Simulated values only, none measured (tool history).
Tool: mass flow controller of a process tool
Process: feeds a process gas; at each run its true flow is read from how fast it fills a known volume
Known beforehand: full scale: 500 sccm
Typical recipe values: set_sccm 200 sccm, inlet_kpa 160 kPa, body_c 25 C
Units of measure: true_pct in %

| run | hour | set_sccm | inlet_kpa | body_c | true_pct |
|---|---|---|---|---|---|
| 1 | 0 | 200 | 160 | 25 | 99.36 |
| 2 | 58.1 | 200 | 160 | 25 | 99.11 |
| 3 | 108 | 200 | 160 | 25 | 99.15 |
| 4 | 161.1 | 93 | 160 | 25 | 99.45 |
| 5 | 262.1 | 198 | 160 | 25 | 99.2 |
| 6 | 335.4 | 200 | 160 | 25 | 99.22 |
| 7 | 424.3 | 199 | 160 | 25 | 99.28 |
| 8 | 480.4 | 199 | 160 | 25 | 99.12 |
| 9 | 554.6 | 200 | 162 | 25 | 99.18 |
| 10 | 602.2 | 200 | 162 | 30 | 99.04 |
|  | 609.9 | controller's zero set anew |
| 11 | 693.6 | 200 | 162 | 30 | 99.23 |
| 12 | 764.3 | 200 | 160 | 25 | 99.49 |
| 13 | 815.4 | 200 | 160 | 25 | 99.31 |
| 14 | 878.2 | 200 | 160 | 25 | 99.46 |
| 15 | 932.1 | 200 | 160 | 25 | 99.36 |
| 16 | 1039.2 | 200 | 160 | 30 | 99.22 |
| 17 | 1134.3 | 200 | 160 | 30 | 99.37 |
|  | 1149.7 | controller's zero set anew, once more |
| 18 | 1193.7 | 200 | 160 | 30 | 98.64 |
| 19 | 1262 | 212 | 160 | 30 | 98.62 |
| 20 | 1311.6 | 200 | 160 | 22 | 98.92 |
| 21 | 1400.9 | 369 | 160 | 22 | 99.13 |
| 22 | 1493.4 | 92 | 236 | 36 | 98.98 |
| 23 | 1593.6 | 83 | 206 | 38 | 98.75 |
| 24 | 1643.7 | 200 | 160 | 28 | 98.91 |
| 25 | 1690.3 | 279 | 268 | 25 | 99.51 |
| 26 | 1740.5 | 279 | 268 | 25 | 99.61 |
| 27 | 1786.2 | 245 | 163 | 33 | 98.67 |
| 28 | 1862.1 | 200 | 169 | 33 | 98.54 |
| 29 | 1939 | 200 | 240 | 25 | 99.33 |
| 30 | 2003.6 | 53 | 168 | 25 | 99.17 |
| 31 | 2097.6 | 107 | 161 | 20 | 98.91 |
| 32 | 2177.9 | 62 | 197 | 22 | 99.25 |
| 33 | 2229.7 | 79 | 197 | 35 | 98.92 |
| 34 | 2300.9 | 321 | 159 | 35 | 98.57 |
| 35 | 2347.4 | 123 | 247 | 35 | 98.87 |
| 36 | 2396.5 | 123 | 247 | 35 | 99.09 |
| 37 | 2466 | 123 | 247 | 35 | 99 |

Selected run-to-run steps in true_pct, each split into two signed amounts: the part the tool would show with no hidden state at all (from settings, incoming material and random variation), and the remainder, which goes to the hidden state together with any gauge scatter not common to the measured and the hidden-state-free results:
Hidden state at play: flow at rest that the sensor doesn't see, % of full scale; true flow over the shown one, %; drift of the gauge itself on true_pct, %.
Run 17 -> 18: controller's zero set anew, once more. true_pct -0.73 %: hidden state -0.69, all else -0.04.
Run 26 -> 27: set_sccm 279 -> 245, inlet_kpa 268 -> 163, body_c 25 -> 33. true_pct -0.94 %: hidden state +0.02, all else -0.96.
Run 28 -> 29: inlet_kpa 169 -> 240, body_c 33 -> 25. true_pct +0.79 %: hidden state +0, all else +0.79.
Run 29 -> 30: set_sccm 200 -> 53, inlet_kpa 240 -> 168. true_pct -0.16 %: hidden state +0.63, all else -0.79.
Run 33 -> 34: set_sccm 79 -> 321, inlet_kpa 197 -> 159. true_pct -0.35 %: hidden state -0.51, all else +0.16.

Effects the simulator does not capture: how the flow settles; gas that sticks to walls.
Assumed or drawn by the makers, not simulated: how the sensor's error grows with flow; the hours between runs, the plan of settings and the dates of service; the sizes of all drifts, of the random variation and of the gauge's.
